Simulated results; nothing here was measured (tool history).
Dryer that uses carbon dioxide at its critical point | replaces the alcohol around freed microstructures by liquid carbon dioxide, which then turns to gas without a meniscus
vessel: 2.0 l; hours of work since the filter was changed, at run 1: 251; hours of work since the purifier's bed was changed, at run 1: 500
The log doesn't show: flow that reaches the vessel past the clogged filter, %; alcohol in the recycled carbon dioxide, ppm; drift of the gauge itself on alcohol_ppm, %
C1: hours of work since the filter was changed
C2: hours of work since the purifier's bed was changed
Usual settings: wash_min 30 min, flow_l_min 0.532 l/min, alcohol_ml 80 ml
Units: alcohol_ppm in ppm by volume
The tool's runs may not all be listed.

run 1 hour=0.0 | wash_min=30 flow_l_min=0.532 alcohol_ml=80 | C1=251 C2=500 | alcohol_ppm=188
-- hour=21.7 inlet filter changed
run 2 hour=42.3 | wash_min=30 flow_l_min=0.793 alcohol_ml=80 | C1=14 C2=529 | alcohol_ppm=165
-- hour=103.0 purifier's bed changed
run 3 hour=111.8 | wash_min=30 flow_l_min=0.793 alcohol_ml=80 | C1=60 C2=6 | alcohol_ppm=0
run 4 hour=179.8 | wash_min=30 flow_l_min=0.717 alcohol_ml=80 | C1=106 C2=53 | alcohol_ppm=29
run 5 hour=232.0 | wash_min=28 flow_l_min=0.532 alcohol_ml=80 | C1=142 C2=88 | alcohol_ppm=69
run 6 hour=287.8 | wash_min=28 flow_l_min=0.532 alcohol_ml=80 | C1=181 C2=127 | alcohol_ppm=88
run 7 hour=348.7 | wash_min=28 flow_l_min=0.532 alcohol_ml=80 | C1=222 C2=169 | alcohol_ppm=107
run 8 hour=387.8 | wash_min=30 flow_l_min=0.532 alcohol_ml=80 | C1=249 C2=195 | alcohol_ppm=102
-- hour=415.2 inlet filter changed
run 9 hour=438.0 | wash_min=30 flow_l_min=0.532 alcohol_ml=80 | C1=16 C2=229 | alcohol_ppm=103
run 10 hour=470.6 | wash_min=30 flow_l_min=0.532 alcohol_ml=80 | C1=38 C2=252 | alcohol_ppm=103
run 11 hour=538.1 | wash_min=30 flow_l_min=0.532 alcohol_ml=80 | C1=84 C2=298 | alcohol_ppm=121
run 12 hour=571.2 | wash_min=30 flow_l_min=0.532 alcohol_ml=80 | C1=107 C2=321 | alcohol_ppm=133
run 13 hour=602.6 | wash_min=26 flow_l_min=0.532 alcohol_ml=80 | C1=129 C2=342 | alcohol_ppm=174
run 14 hour=650.4 | wash_min=26 flow_l_min=0.532 alcohol_ml=80 | C1=161 C2=375 | alcohol_ppm=188
run 15 hour=692.8 | wash_min=26 flow_l_min=0.532 alcohol_ml=80 | C1=190 C2=404 | alcohol_ppm=206
run 16 hour=752.2 | wash_min=26 flow_l_min=0.532 alcohol_ml=80 | C1=231 C2=445 | alcohol_ppm=223
-- hour=802.6 inlet filter changed
run 17 hour=802.6 | wash_min=26 flow_l_min=0.532 alcohol_ml=80 | C1=0 C2=479 | alcohol_ppm=215
run 18 hour=852.0 | wash_min=30 flow_l_min=0.320 alcohol_ml=80 | C1=34 C2=513 | alcohol_ppm=598
run 19 hour=903.2 | wash_min=30 flow_l_min=0.320 alcohol_ml=80 | C1=69 C2=548 | alcohol_ppm=643
-- hour=935.5 purifier's bed changed
run 20 hour=951.4 | wash_min=30 flow_l_min=0.320 alcohol_ml=80 | C1=100 C2=11 | alcohol_ppm=458
run 21 hour=1010.3 | wash_min=35 flow_l_min=0.532 alcohol_ml=49 | C1=141 C2=51 | alcohol_ppm=33
run 22 hour=1067.4 | wash_min=37 flow_l_min=0.445 alcohol_ml=84 | C1=180 C2=91 | alcohol_ppm=52
run 23 hour=1108.5 | wash_min=20 flow_l_min=0.731 alcohol_ml=39 | C1=208 C2=119 | alcohol_ppm=69
run 24 hour=1151.0 | wash_min=20 flow_l_min=0.731 alcohol_ml=39 | C1=237 C2=148 | alcohol_ppm=76
run 25 hour=1181.7 | wash_min=20 flow_l_min=0.472 alcohol_ml=39 | C1=258 C2=169 | alcohol_ppm=336
-- hour=1195.1 inlet filter changed
run 26 hour=1254.0 | wash_min=20 flow_l_min=0.472 alcohol_ml=39 | C1=40 C2=218 | alcohol_ppm=318
run 27 hour=1308.3 | wash_min=37 flow_l_min=0.337 alcohol_ml=42 | C1=78 C2=255 | alcohol_ppm=149
run 28 hour=1338.4 | wash_min=37 flow_l_min=0.398 alcohol_ml=23 | C1=98 C2=276 | alcohol_ppm=111
run 29 hour=1371.6 | wash_min=37 flow_l_min=0.709 alcohol_ml=74 | C1=121 C2=299 | alcohol_ppm=85
run 30 hour=1410.9 | wash_min=37 flow_l_min=0.485 alcohol_ml=74 | C1=148 C2=326 | alcohol_ppm=107
run 31 hour=1470.0 | wash_min=46 flow_l_min=0.532 alcohol_ml=80 | C1=189 C2=366 | alcohol_ppm=121
run 32 hour=1513.7 | wash_min=30 flow_l_min=0.787 alcohol_ml=21 | C1=219 C2=396 | alcohol_ppm=122
run 33 hour=1558.5 | wash_min=30 flow_l_min=0.787 alcohol_ml=21 | C1=249 C2=427 | alcohol_ppm=134
-- hour=1581.8 inlet filter changed
run 34 hour=1621.1 | wash_min=30 flow_l_min=0.787 alcohol_ml=21 | C1=27 C2=469 | alcohol_ppm=152
run 35 hour=1661.4 | wash_min=30 flow_l_min=0.617 alcohol_ml=80 | C1=55 C2=497 | alcohol_ppm=170
run 36 hour=1701.1 | wash_min=30 flow_l_min=0.617 alcohol_ml=80 | C1=82 C2=524 | alcohol_ppm=162
run 37 hour=1761.0 | wash_min=30 flow_l_min=0.617 alcohol_ml=70 | C1=123 C2=565 | alcohol_ppm=192

Forecast each of these 5 alternatives for the next run:
-- hour=1769.7 purifier's bed changed
run A hour=1794.5 | wash_min=39 flow_l_min=0.854 alcohol_ml=70 | C1=144 C2=17 | alcohol_ppm=?
-- hour=1769.7 purifier's bed changed
run B hour=1794.5 | wash_min=43 flow_l_min=0.752 alcohol_ml=116 | C1=144 C2=17 | alcohol_ppm=?
-- hour=1769.7 purifier's bed changed
run C hour=1794.5 | wash_min=22 flow_l_min=0.532 alcohol_ml=53 | C1=144 C2=17 | alcohol_ppm=?
-- hour=1769.7 purifier's bed changed
run D hour=1794.5 | wash_min=20 flow_l_min=0.851 alcohol_ml=59 | C1=144 C2=17 | alcohol_ppm=?
-- hour=1769.7 purifier's bed changed
run E hour=1794.5 | wash_min=29 flow_l_min=0.735 alcohol_ml=34 | C1=144 C2=17 | alcohol_ppm=?

run=A alcohol_ppm=12
run=B alcohol_ppm=1
run=C alcohol_ppm=129
run=D alcohol_ppm=21
run=E alcohol_ppm=14
Without the tool's hidden state the same runs would have given:
run=A alcohol_ppm=7
run=B alcohol_ppm=0
run=C alcohol_ppm=105
run=D alcohol_ppm=12
run=E alcohol_ppm=8
